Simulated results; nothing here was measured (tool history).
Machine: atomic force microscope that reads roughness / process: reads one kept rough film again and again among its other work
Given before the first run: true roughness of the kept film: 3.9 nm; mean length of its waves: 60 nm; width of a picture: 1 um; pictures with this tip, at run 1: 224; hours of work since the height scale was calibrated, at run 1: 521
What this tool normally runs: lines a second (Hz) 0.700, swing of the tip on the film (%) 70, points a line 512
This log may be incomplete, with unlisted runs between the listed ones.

run   hour  lines a second (Hz)  swing of the tip on the film (%)  points a line  pictures with this tip  hours of work since the height scale was calibrated  roughness of the kept film (nm (root mean square))
  1    0.0                0.700                                70            512                     224                                                  521                                               3.589
      13.7  -- new tip fitted
  2   14.7                0.700                                70            289                       1                                                  530                                               3.731
  3   34.9                0.700                                70            289                      21                                                  541                                               3.721
  4   55.4                0.700                                70            745                      42                                                  553                                               3.707
  5   71.5                0.700                                70            745                      58                                                  562                                               3.719
  6   82.6                0.700                                70            512                      70                                                  569                                               3.685
  7  105.9                0.700                                70            512                      93                                                  582                                               3.691
  8  116.4                0.700                                70            512                     104                                                  588                                               3.664
  9  135.9                0.700                                70            512                     124                                                  599                                               3.686
 10  149.8                0.700                                70            512                     138                                                  607                                               3.650
 11  162.6                1.506                                65            446                     151                                                  615                                               3.604
 12  176.9                1.506                                81            442                     165                                                  623                                               3.425
 13  188.3                1.506                                81            442                     177                                                  630                                               3.424

Below are 5 alternative next runs, each starting from the tool's condition after run 13. Predict each:
  A  199.0                1.506                                85            442                     187                                                  636                                                   ?
  B  199.0                1.288                                81            442                     187                                                  636                                                   ?
  C  199.0                2.586                                70            462                     187                                                  636                                                   ?
  D  199.0                3.077                                66            703                     187                                                  636                                                   ?
  E  199.0                0.852                                61            512                     187                                                  636                                                   ?

run  roughness of the kept film (nm (root mean square))
  A                                               3.370
  B                                               3.470
  C                                               3.426
  D                                               3.460
  E                                               3.646
Take away the tool's hidden state, keep each run's random variation, and the runs would have read:
run  roughness of the kept film (nm (root mean square))
  A                                               3.470
  B                                               3.574
  C                                               3.528
  D                                               3.562
  E                                               3.754
